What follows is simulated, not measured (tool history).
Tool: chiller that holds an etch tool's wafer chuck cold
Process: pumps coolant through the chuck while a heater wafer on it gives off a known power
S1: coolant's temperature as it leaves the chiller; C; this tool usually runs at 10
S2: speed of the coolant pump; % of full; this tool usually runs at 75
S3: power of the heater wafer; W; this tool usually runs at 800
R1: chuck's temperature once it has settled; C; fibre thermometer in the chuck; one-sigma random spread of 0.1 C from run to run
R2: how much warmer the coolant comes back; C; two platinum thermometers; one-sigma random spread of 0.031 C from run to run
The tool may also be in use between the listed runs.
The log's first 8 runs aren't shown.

{"run": 9, "day": 36.329, "S1": 10, "S2": 75, "S3": 800, "R1": 22.4, "R2": 2.14}
{"run": 10, "day": 42.254, "S1": 10, "S2": 75, "S3": 800, "R1": 22.4, "R2": 2.17}
{"day": 46.742, "done": "chiller's thermometer calibrated"}
{"run": 11, "day": 48.392, "S1": 10, "S2": 75, "S3": 800, "R1": 22.5, "R2": 2.15}
{"run": 12, "day": 51.579, "S1": 10, "S2": 75, "S3": 800, "R1": 22.6, "R2": 2.13}
{"run": 13, "day": 54.417, "S1": 10, "S2": 80, "S3": 800, "R1": 21.8, "R2": 1.92}
{"run": 14, "day": 59.238, "S1": 10, "S2": 80, "S3": 800, "R1": 22.1, "R2": 2.03}
{"day": 60.871, "done": "chiller's thermometer calibrated, once more"}
{"run": 15, "day": 61.912, "S1": 10, "S2": 80, "S3": 800, "R1": 22.1, "R2": 2.08}
{"run": 16, "day": 64.858, "S1": 10, "S2": 80, "S3": 800, "R1": 22.2, "R2": 2.02}
{"run": 17, "day": 68.162, "S1": 10, "S2": 80, "S3": 800, "R1": 22.2, "R2": 2.01}
{"run": 18, "day": 73.542, "S1": 10, "S2": 90, "S3": 785, "R1": 21.1, "R2": 1.75}
{"run": 19, "day": 78.212, "S1": 13, "S2": 65, "S3": 785, "R1": 27.1, "R2": 2.49}
{"run": 20, "day": 80.867, "S1": 7, "S2": 78, "S3": 943, "R1": 22.0, "R2": 2.43}
{"run": 21, "day": 84.846, "S1": 16, "S2": 82, "S3": 943, "R1": 30.4, "R2": 2.3}
{"run": 22, "day": 89.738, "S1": 10, "S2": 68, "S3": 1032, "R1": 28.2, "R2": 3.09}
{"run": 23, "day": 94.638, "S1": 10, "S2": 73, "S3": 967, "R1": 26.3, "R2": 2.77}
{"run": 24, "day": 99.204, "S1": 7, "S2": 93, "S3": 1115, "R1": 22.7, "R2": 2.4}
{"run": 25, "day": 103.308, "S1": 0, "S2": 69, "S3": 637, "R1": 11.2, "R2": 1.85}
{"run": 26, "day": 107.742, "S1": 0, "S2": 69, "S3": 637, "R1": 11.2, "R2": 1.97}
{"run": 27, "day": 110.725, "S1": 10, "S2": 64, "S3": 1075, "R1": 30.3, "R2": 3.51}
{"run": 28, "day": 114.675, "S1": 10, "S2": 64, "S3": 1075, "R1": 30.4, "R2": 3.53}
{"run": 29, "day": 117.921, "S1": 10, "S2": 75, "S3": 622, "R1": 20.3, "R2": 1.73}
{"run": 30, "day": 122.746, "S1": 10, "S2": 75, "S3": 622, "R1": 20.5, "R2": 1.79}
{"run": 31, "day": 127.279, "S1": 10, "S2": 75, "S3": 622, "R1": 20.6, "R2": 1.71}

5 ways to go on from here, each from the tool as it stands after run 31. What would each give?
{"run": "A", "day": 132.275, "S1": 18, "S2": 75, "S3": 800, "R1": "?", "R2": "?"}
{"run": "B", "day": 132.275, "S1": 10, "S2": 75, "S3": 874, "R1": "?", "R2": "?"}
{"run": "C", "day": 132.275, "S1": 11, "S2": 98, "S3": 622, "R1": "?", "R2": "?"}
{"run": "D", "day": 132.275, "S1": 10, "S2": 75, "S3": 731, "R1": "?", "R2": "?"}
{"run": "E", "day": 132.275, "S1": 10, "S2": 75, "S3": 464, "R1": "?", "R2": "?"}

run=A R1=31.7 R2=2.25
run=B R1=24.9 R2=2.42
run=C R1=19.6 R2=1.31
run=D R1=22.5 R2=2.07
run=E R1=17.7 R2=1.32
With the hidden condition removed and each run's random variation left untouched, the same runs would have given:
run=A R1=27.7 R2=1.99
run=B R1=20.5 R2=2.14
run=C R1=17.1 R2=1.16
run=D R1=18.9 R2=1.83
run=E R1=15.4 R2=1.17

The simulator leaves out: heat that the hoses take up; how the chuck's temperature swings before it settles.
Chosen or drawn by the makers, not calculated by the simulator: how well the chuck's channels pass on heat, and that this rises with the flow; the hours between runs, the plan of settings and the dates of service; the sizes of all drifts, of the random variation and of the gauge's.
